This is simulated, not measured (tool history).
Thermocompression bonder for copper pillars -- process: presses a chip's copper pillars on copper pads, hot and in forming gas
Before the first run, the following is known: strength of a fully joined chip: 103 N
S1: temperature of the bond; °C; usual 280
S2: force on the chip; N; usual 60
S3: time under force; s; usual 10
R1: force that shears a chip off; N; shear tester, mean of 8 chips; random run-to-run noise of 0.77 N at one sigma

| run | hour | S1 | S2 | S3 | R1 |
|---|---|---|---|---|---|
| 1 | 0 | 280 | 60 | 10 | 74.1 |
| 2 | 11.3 | 280 | 60 | 10 | 74.2 |
| 3 | 28.7 | 280 | 60 | 10 | 74.9 |
| 4 | 39.4 | 280 | 60 | 10 | 73.2 |
| 5 | 55.1 | 280 | 60 | 10 | 73.8 |
| 6 | 69.5 | 280 | 60 | 10 | 73.7 |
| 7 | 83.9 | 280 | 60 | 10 | 74 |
| 8 | 101.9 | 280 | 60 | 10 | 74.5 |
| 9 | 118.7 | 280 | 60 | 10 | 75 |
| 10 | 137.4 | 280 | 60 | 10 | 72.5 |
| 11 | 159.2 | 280 | 60 | 10 | 74.7 |
| 12 | 181.9 | 280 | 60 | 10 | 72.3 |
| 13 | 203.5 | 250 | 60 | 10 | 55.6 |
| 14 | 212.8 | 250 | 60 | 15 | 62.9 |
| 15 | 230.1 | 250 | 60 | 15 | 63.1 |
| 16 | 246.6 | 250 | 60 | 15 | 63.9 |
| 17 | 263.5 | 250 | 60 | 15 | 63.9 |
|  | 270.5 | forming gas filter changed |
| 18 | 284.4 | 280 | 60 | 10 | 74.6 |
| 19 | 305.6 | 280 | 60 | 10 | 73.9 |
| 20 | 316.8 | 280 | 60 | 10 | 74.1 |
| 21 | 328.7 | 265 | 64 | 13 | 72.5 |
| 22 | 341.6 | 265 | 64 | 13 | 72.2 |
| 23 | 356 | 308 | 49 | 5 | 67 |
| 24 | 377 | 308 | 49 | 5 | 68.8 |
| 25 | 389 | 310 | 49 | 7 | 74.1 |
| 26 | 408.5 | 276 | 60 | 10 | 71.1 |
| 27 | 424.1 | 299 | 47 | 7 | 66.2 |
| 28 | 434 | 302 | 60 | 11 | 86.8 |
| 29 | 454 | 302 | 60 | 11 | 86.7 |
| 30 | 470 | 279 | 48 | 6 | 52.8 |
| 31 | 489.3 | 273 | 57 | 16 | 76.4 |
| 32 | 498.9 | 293 | 53 | 8 | 72.2 |
| 33 | 509.2 | 308 | 53 | 8 | 79.9 |
| 34 | 530.8 | 280 | 60 | 6 | 63.9 |
| 35 | 540.6 | 280 | 54 | 11 | 71.7 |
| 36 | 550.7 | 280 | 54 | 11 | 71.1 |
| 37 | 572.3 | 270 | 54 | 5 | 50.6 |
| 38 | 582.8 | 270 | 88 | 6 | 75.7 |
| 39 | 605.8 | 270 | 88 | 6 | 75.8 |
| 40 | 623.3 | 270 | 88 | 6 | 75.3 |

Consider 4 possible next runs. They are alternatives, not a sequence: every one starts from the tool as it was left by run 40. What does each give?
| A | 635.5 | 306 | 60 | 7 | ? |
| B | 635.5 | 291 | 53 | 16 | ? |
| C | 635.5 | 270 | 65 | 9 | ? |
| D | 635.5 | 258 | 82 | 22 | ? |

| run | R1 |
|---|---|
| A | 81.8 |
| B | 82 |
| C | 69.5 |
| D | 86 |
Had the tool no hidden state, the same runs would have come out as:
| run | R1 |
|---|---|
| A | 82.1 |
| B | 82.3 |
| C | 69.8 |
| D | 86.3 |

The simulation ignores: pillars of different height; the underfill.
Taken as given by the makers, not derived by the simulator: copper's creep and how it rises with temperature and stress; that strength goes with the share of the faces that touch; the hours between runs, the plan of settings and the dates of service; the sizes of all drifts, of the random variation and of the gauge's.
